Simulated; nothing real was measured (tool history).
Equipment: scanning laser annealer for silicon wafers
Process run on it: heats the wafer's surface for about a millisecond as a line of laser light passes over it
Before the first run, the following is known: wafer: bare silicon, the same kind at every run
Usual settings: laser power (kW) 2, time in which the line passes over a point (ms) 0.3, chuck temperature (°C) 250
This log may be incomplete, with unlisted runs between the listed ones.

| run | hour | laser power (kW) | time in which the line passes over a point (ms) | chuck temperature (°C) | highest temperature of the surface (°C) |
|---|---|---|---|---|---|
| 1 | 0 | 2 | 0.3 | 250 | 965 |
| 2 | 8.5 | 2 | 0.33 | 250 | 1001 |
| 3 | 16.9 | 2 | 0.33 | 250 | 999 |
| 4 | 26.2 | 2 | 0.214 | 250 | 853 |
| 5 | 32.5 | 2 | 0.223 | 250 | 865 |
| 6 | 38.7 | 2 | 0.3 | 250 | 968 |
| 7 | 43.6 | 2 | 0.3 | 250 | 966 |
| 8 | 50.9 | 2 | 0.3 | 250 | 965 |
| 9 | 57.3 | 2 | 0.3 | 250 | 962 |
| 10 | 64.2 | 2 | 0.3 | 250 | 963 |
| 11 | 74.2 | 2 | 0.273 | 250 | 928 |
| 12 | 79.5 | 2 | 0.3 | 250 | 963 |
| 13 | 86 | 2 | 0.3 | 250 | 963 |
| 14 | 93.7 | 2 | 0.272 | 250 | 929 |
| 15 | 98.1 | 1.747 | 0.3 | 250 | 868 |
| 16 | 104.7 | 1.746 | 0.3 | 250 | 868 |
| 17 | 113 | 1.733 | 0.3 | 250 | 861 |
| 18 | 121.8 | 1.733 | 0.3 | 250 | 865 |
| 19 | 129.9 | 1.733 | 0.232 | 269 | 806 |
| 20 | 135.4 | 1.794 | 0.26 | 223 | 811 |
| 21 | 143.5 | 1.794 | 0.26 | 223 | 815 |
| 22 | 149.9 | 1.794 | 0.26 | 223 | 814 |
| 23 | 154.9 | 2.065 | 0.3 | 250 | 993 |
| 24 | 160.9 | 1.768 | 0.255 | 221 | 795 |
| 25 | 165.9 | 1.951 | 0.276 | 276 | 943 |
| 26 | 175.5 | 1.951 | 0.276 | 276 | 941 |
| 27 | 182.2 | 1.951 | 0.276 | 276 | 943 |
| 28 | 190.9 | 2 | 0.235 | 269 | 901 |
|  | 205 | optics aligned, line set to its width |
| 29 | 205.2 | 1.896 | 0.274 | 250 | 892 |
| 30 | 213.5 | 2 | 0.212 | 250 | 847 |
| 31 | 222.4 | 1.938 | 0.371 | 264 | 1035 |
| 32 | 231.1 | 2.023 | 0.301 | 280 | 1003 |

Here are 3 independent what-if runs from the current tool condition. What would each one return?
| A | 238.1 | 2.13 | 0.301 | 272 | ? |
| B | 238.1 | 2 | 0.302 | 224 | ? |
| C | 238.1 | 2.023 | 0.248 | 220 | ? |

| run | highest temperature of the surface (°C) |
|---|---|
| A | 1040 |
| B | 941 |
| C | 876 |
What these runs would have given with no unlogged condition in the tool:
| run | highest temperature of the surface (°C) |
|---|---|
| A | 1040 |
| B | 941 |
| C | 876 |
